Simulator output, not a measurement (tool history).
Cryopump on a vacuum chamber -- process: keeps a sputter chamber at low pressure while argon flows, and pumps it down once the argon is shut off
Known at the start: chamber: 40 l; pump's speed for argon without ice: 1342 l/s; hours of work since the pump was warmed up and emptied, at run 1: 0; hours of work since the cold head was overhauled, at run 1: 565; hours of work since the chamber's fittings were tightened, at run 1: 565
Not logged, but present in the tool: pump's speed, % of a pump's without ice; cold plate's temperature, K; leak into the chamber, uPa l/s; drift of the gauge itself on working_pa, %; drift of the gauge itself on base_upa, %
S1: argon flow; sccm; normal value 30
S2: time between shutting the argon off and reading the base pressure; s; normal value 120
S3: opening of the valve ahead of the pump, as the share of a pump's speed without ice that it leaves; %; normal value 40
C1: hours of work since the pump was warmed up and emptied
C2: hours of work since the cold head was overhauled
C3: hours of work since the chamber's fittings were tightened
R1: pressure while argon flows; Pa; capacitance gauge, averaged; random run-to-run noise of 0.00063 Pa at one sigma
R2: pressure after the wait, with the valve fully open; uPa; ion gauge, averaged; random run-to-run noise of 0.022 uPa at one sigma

{"run": 1, "hour": 0.0, "S1": 30, "S2": 120, "S3": 40, "C1": 0, "C2": 565, "C3": 565, "R1": 0.096, "R2": 1.01}
{"run": 2, "hour": 46.3, "S1": 30, "S2": 120, "S3": 40, "C1": 37, "C2": 602, "C3": 602, "R1": 0.0955, "R2": 1.07}
{"run": 3, "hour": 115.2, "S1": 30, "S2": 120, "S3": 52, "C1": 92, "C2": 657, "C3": 657, "R1": 0.0754, "R2": 1.1}
{"run": 4, "hour": 191.5, "S1": 30, "S2": 65, "S3": 40, "C1": 153, "C2": 718, "C3": 718, "R1": 0.0987, "R2": 1.6}
{"run": 5, "hour": 252.8, "S1": 30, "S2": 65, "S3": 40, "C1": 202, "C2": 767, "C3": 767, "R1": 0.1015, "R2": 1.66}
{"run": 6, "hour": 334.6, "S1": 30, "S2": 65, "S3": 40, "C1": 268, "C2": 833, "C3": 833, "R1": 0.1026, "R2": 1.77}
{"run": 7, "hour": 416.6, "S1": 14, "S2": 31, "S3": 16, "C1": 333, "C2": 898, "C3": 898, "R1": 0.1148, "R2": 2.69}

Run 8 comes next. What will it give?
{"run": 8, "hour": 508.4, "S1": 14, "S2": 31, "S3": 16, "C1": 406, "C2": 972, "C3": 972, "R1": "?", "R2": "?"}

{"run 8": {"R1": 0.1173, "R2": 2.86}}
On a tool with no hidden condition, and with the same random variation, this run would have come out at R1 0.1111 Pa, R2 1.91 uPa.
